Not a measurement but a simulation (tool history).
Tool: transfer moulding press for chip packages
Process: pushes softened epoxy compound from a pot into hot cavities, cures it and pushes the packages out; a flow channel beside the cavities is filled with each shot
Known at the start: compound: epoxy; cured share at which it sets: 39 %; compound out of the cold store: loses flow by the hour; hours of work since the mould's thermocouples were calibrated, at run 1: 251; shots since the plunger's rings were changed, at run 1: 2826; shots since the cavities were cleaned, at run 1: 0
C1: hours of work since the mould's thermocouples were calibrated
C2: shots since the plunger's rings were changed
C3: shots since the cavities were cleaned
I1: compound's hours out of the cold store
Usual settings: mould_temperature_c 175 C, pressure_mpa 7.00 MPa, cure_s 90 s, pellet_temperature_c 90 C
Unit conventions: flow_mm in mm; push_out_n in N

Run 1, hour 0.0: usual settings; C1 251; C2 2826; C3 0; I1 47.4. Result: flow_mm 587 mm, push_out_n 543 N.
Run 2, hour 8.7: usual settings; C1 258; C2 2959; C3 133; I1 16.7. Result: flow_mm 638 mm, push_out_n 696 N.
Run 3, hour 13.8: usual settings but cure_s 93 s; C1 261; C2 3037; C3 211; I1 32.4. Result: flow_mm 618 mm, push_out_n 705 N.
Run 4, hour 21.3: usual settings but cure_s 93 s; C1 267; C2 3153; C3 327; I1 13.7. Result: flow_mm 672 mm, push_out_n 814 N.
Run 5, hour 29.8: usual settings but cure_s 93 s; C1 273; C2 3282; C3 456; I1 18.2. Result: flow_mm 652 mm, push_out_n 849 N.
Run 6, hour 38.2: usual settings but cure_s 93 s; C1 280; C2 3411; C3 585; I1 45.1. Result: flow_mm 585 mm, push_out_n 822 N.
Run 7, hour 43.8: usual settings but cure_s 93 s; C1 284; C2 3496; C3 670; I1 39.1. Result: flow_mm 591 mm, push_out_n 914 N.
Run 8, hour 51.5: usual settings; C1 290; C2 3614; C3 788; I1 13.3. Result: flow_mm 671 mm, push_out_n 1001 N.
Run 9, hour 58.3: usual settings but cure_s 95 s; C1 295; C2 3719; C3 893; I1 13.3. Result: flow_mm 662 mm, push_out_n 1016 N.
At hour 62.7: cavities cleaned with cleaning compound and waxed.
Run 10, hour 67.2: usual settings but cure_s 95 s; C1 300; C2 3831; C3 68; I1 14.7. Result: flow_mm 654 mm, push_out_n 580 N.
Run 11, hour 73.0: usual settings but cure_s 95 s; C1 304; C2 3920; C3 157; I1 29.6. Result: flow_mm 614 mm, push_out_n 648 N.
Run 12, hour 79.8: usual settings but cure_s 95 s; C1 310; C2 4025; C3 262; I1 19.2. Result: flow_mm 645 mm, push_out_n 749 N.
Run 13, hour 85.3: usual settings but pressure_mpa 8.20 MPa; C1 314; C2 4108; C3 345; I1 10.9. Result: flow_mm 713 mm, push_out_n 866 N.
Run 14, hour 94.2: usual settings but mould_temperature_c 182 C; C1 320; C2 4244; C3 481; I1 43.2. Result: flow_mm 553 mm, push_out_n 737 N.
Run 15, hour 98.7: usual settings but pressure_mpa 7.64 MPa, pellet_temperature_c 86 C; C1 324; C2 4314; C3 551; I1 41.4. Result: flow_mm 607 mm, push_out_n 886 N.
Run 16, hour 103.8: usual settings but pressure_mpa 7.64 MPa, pellet_temperature_c 86 C; C1 328; C2 4391; C3 628; I1 24.0. Result: flow_mm 644 mm, push_out_n 979 N.
Run 17, hour 113.1: usual settings but pressure_mpa 7.64 MPa, pellet_temperature_c 86 C; C1 334; C2 4534; C3 771; I1 34.4. Result: flow_mm 613 mm, push_out_n 1000 N.
Run 18, hour 118.6: usual settings but mould_temperature_c 171 C, pressure_mpa 7.39 MPa, pellet_temperature_c 80 C; C1 339; C2 4617; C3 854; I1 46.6. Result: flow_mm 583 mm, push_out_n 1251 N.
At hour 125.8: cavities cleaned with cleaning compound and waxed.
Run 19, hour 126.5: usual settings but pressure_mpa 8.03 MPa, cure_s 118 s, pellet_temperature_c 95 C; C1 343; C2 4715; C3 10; I1 31.4. Result: flow_mm 641 mm, push_out_n 463 N.
Run 20, hour 132.2: usual settings but pressure_mpa 8.03 MPa, cure_s 118 s, pellet_temperature_c 95 C; C1 348; C2 4803; C3 98; I1 10.1. Result: flow_mm 694 mm, push_out_n 532 N.
Run 21, hour 141.0: usual settings but pressure_mpa 5.63 MPa, pellet_temperature_c 89 C; C1 354; C2 4938; C3 233; I1 43.5. Result: flow_mm 510 mm, push_out_n 707 N.
Run 22, hour 147.3: usual settings but pressure_mpa 5.63 MPa, pellet_temperature_c 89 C; C1 359; C2 5033; C3 328; I1 39.0. Result: flow_mm 515 mm, push_out_n 785 N.
Run 23, hour 155.6: usual settings but mould_temperature_c 169 C, pressure_mpa 5.63 MPa, cure_s 77 s, pellet_temperature_c 89 C; C1 365; C2 5161; C3 456; I1 39.5. Result: flow_mm 522 mm, push_out_n 1743 N.
Run 24, hour 164.4: usual settings but mould_temperature_c 169 C, pressure_mpa 5.63 MPa, cure_s 77 s, pellet_temperature_c 89 C; C1 372; C2 5296; C3 591; I1 35.9. Result: flow_mm 531 mm, push_out_n 1967 N.
Run 25, hour 172.1: usual settings but mould_temperature_c 169 C, pressure_mpa 8.57 MPa, cure_s 79 s, pellet_temperature_c 91 C; C1 377; C2 5413; C3 708; I1 47.6. Result: flow_mm 617 mm, push_out_n 1806 N.
Run 26, hour 179.7: usual settings but mould_temperature_c 169 C, pressure_mpa 8.57 MPa, cure_s 79 s, pellet_temperature_c 91 C; C1 383; C2 5530; C3 825; I1 46.2. Result: flow_mm 636 mm, push_out_n 1879 N.
At hour 188.5: cavities cleaned with cleaning compound and waxed.
Run 27, hour 188.7: usual settings but pressure_mpa 6.68 MPa; C1 389; C2 5645; C3 3; I1 10.2. Result: flow_mm 620 mm, push_out_n 580 N.
Run 28, hour 193.4: usual settings but mould_temperature_c 170 C, pressure_mpa 6.75 MPa, cure_s 85 s, pellet_temperature_c 99 C; C1 392; C2 5716; C3 74; I1 20.2. Result: flow_mm 612 mm, push_out_n 956 N.

Alternative continuations, all from the tool just after run 28; predict every row:
Run A, hour 201.4: usual settings but mould_temperature_c 172 C, pressure_mpa 5.56 MPa, cure_s 71 s, pellet_temperature_c 99 C; C1 398; C2 5839; C3 197; I1 29.3. Result: flow_mm ?, push_out_n ?.
Run B, hour 201.4: usual settings but pressure_mpa 8.69 MPa, pellet_temperature_c 85 C; C1 398; C2 5839; C3 197; I1 38.6. Result: flow_mm ?, push_out_n ?.
Run C, hour 201.4: usual settings but mould_temperature_c 172 C, pressure_mpa 6.75 MPa, cure_s 85 s, pellet_temperature_c 99 C; C1 398; C2 5839; C3 197; I1 23.1. Result: flow_mm ?, push_out_n ?.
Run D, hour 201.4: usual settings but pressure_mpa 7.32 MPa, pellet_temperature_c 88 C; C1 398; C2 5839; C3 197; I1 18.4. Result: flow_mm ?, push_out_n ?.
Run E, hour 201.4: usual settings but mould_temperature_c 174 C, pressure_mpa 8.35 MPa, cure_s 77 s, pellet_temperature_c 99 C; C1 398; C2 5839; C3 197; I1 24.4. Result: flow_mm ?, push_out_n ?.

run  flow_mm  push_out_n
  A      524        1414
  B      630         731
  C      592         985
  D      635         750
  E      654        1033
With the hidden condition removed and each run's random variation left untouched, the same runs would have given:
run  flow_mm  push_out_n
  A      589        1158
  B      707         586
  C      665         812
  D      713         606
  E      735         851
